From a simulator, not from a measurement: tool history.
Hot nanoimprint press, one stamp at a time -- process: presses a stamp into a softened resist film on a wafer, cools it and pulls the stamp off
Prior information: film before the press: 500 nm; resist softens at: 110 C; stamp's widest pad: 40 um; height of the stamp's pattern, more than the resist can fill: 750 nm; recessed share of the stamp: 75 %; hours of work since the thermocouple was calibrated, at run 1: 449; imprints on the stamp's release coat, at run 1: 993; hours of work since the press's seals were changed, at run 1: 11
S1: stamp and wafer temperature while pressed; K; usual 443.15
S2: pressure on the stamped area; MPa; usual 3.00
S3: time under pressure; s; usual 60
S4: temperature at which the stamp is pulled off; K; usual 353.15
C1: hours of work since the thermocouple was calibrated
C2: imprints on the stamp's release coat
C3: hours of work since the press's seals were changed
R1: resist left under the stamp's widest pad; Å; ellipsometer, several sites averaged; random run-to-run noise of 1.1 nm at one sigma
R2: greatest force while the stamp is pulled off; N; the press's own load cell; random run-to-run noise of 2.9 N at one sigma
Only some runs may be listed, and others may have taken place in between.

run 1 hour=0.0 | S1=443.15 S2=3.00 S3=60 S4=353.15 | C1=449 C2=993 C3=11 | R1=2080 R2=138
run 2 hour=36.7 | S1=443.15 S2=3.00 S3=60 S4=353.15 | C1=468 C2=1066 C3=30 | R1=2075 R2=138
run 3 hour=104.2 | S1=443.15 S2=3.00 S3=65 S4=353.15 | C1=503 C2=1200 C3=66 | R1=1986 R2=140
run 4 hour=158.3 | S1=443.15 S2=2.81 S3=60 S4=353.15 | C1=531 C2=1307 C3=94 | R1=2143 R2=141
-- hour=183.5 plate thermocouple calibrated
-- hour=214.6 stamp cleaned and given a new release coat
run 5 hour=246.0 | S1=443.15 S2=3.00 S3=110 S4=353.15 | C1=29 C2=62 C3=135 | R1=1643 R2=134
run 6 hour=335.4 | S1=443.15 S2=3.00 S3=110 S4=342.15 | C1=76 C2=240 C3=182 | R1=1655 R2=186
run 7 hour=378.8 | S1=443.15 S2=3.22 S3=60 S4=353.15 | C1=99 C2=325 C3=204 | R1=2006 R2=137
run 8 hour=424.7 | S1=443.15 S2=3.22 S3=60 S4=353.15 | C1=123 C2=416 C3=228 | R1=2008 R2=136
run 9 hour=510.9 | S1=443.15 S2=3.00 S3=44 S4=353.15 | C1=167 C2=587 C3=273 | R1=2328 R2=143
run 10 hour=597.7 | S1=443.15 S2=2.14 S3=44 S4=353.15 | C1=213 C2=759 C3=318 | R1=2735 R2=136
run 11 hour=652.2 | S1=443.15 S2=2.14 S3=44 S4=350.15 | C1=241 C2=867 C3=347 | R1=2746 R2=154
run 12 hour=706.6 | S1=450.15 S2=3.00 S3=60 S4=353.15 | C1=269 C2=975 C3=375 | R1=1463 R2=144

Run 13, settings as shown, results not yet in. Your forecast:
run 13 hour=782.7 | S1=450.15 S2=3.00 S3=60 S4=353.15 | C1=309 C2=1125 C3=415 | R1=? R2=?

Run 13 measured R1 1477 Å, R2 141 N.
Take away the tool's hidden state, keep the run-to-run variation as it was, and the same run would have given R1 1454 Å, R2 139 N.

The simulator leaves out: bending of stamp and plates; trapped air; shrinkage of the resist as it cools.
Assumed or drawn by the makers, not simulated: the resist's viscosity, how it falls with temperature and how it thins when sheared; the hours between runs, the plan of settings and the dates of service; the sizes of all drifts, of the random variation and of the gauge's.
